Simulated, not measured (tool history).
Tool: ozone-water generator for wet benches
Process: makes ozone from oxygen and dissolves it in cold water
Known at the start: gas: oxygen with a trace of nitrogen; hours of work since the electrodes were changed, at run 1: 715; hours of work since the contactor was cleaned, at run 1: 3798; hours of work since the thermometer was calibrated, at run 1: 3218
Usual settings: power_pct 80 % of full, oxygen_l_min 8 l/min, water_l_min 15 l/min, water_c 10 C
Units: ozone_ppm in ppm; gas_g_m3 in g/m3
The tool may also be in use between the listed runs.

run,hour,power_pct,oxygen_l_min,water_l_min,water_c,hours of work since the electrodes were changed,hours of work since the contactor was cleaned,hours of work since the thermometer was calibrated,ozone_ppm,gas_g_m3
1,0.0,80,8,15,10,715,3798,3218,28.6,181.7
2,148.2,80,8,15,10,859,3942,3362,28.1,181.3
3,243.3,80,8,15,10,951,4035,3455,28.2,179.0
4,364.0,80,8,15,10,1069,4152,3572,27.6,178.5
# hour 400.0: contactor cleaned
5,539.7,80,8,15,10,1235,136,3739,26.7,178.6
6,674.8,80,8,15,10,1367,267,3870,26.8,176.9
7,855.4,80,8,22,10,1542,442,4045,19.3,176.0

Forecast run 8:
# hour 992.3: contactor cleaned, once more
8,1026.8,80,8,22,10,1705,34,4208,?,?

{"run 8": {"ozone_ppm": 21.6, "gas_g_m3": 173.7}}
Without the tool's hidden state the same run would have given ozone_ppm 23.4 ppm, gas_g_m3 183.9 g/m3.
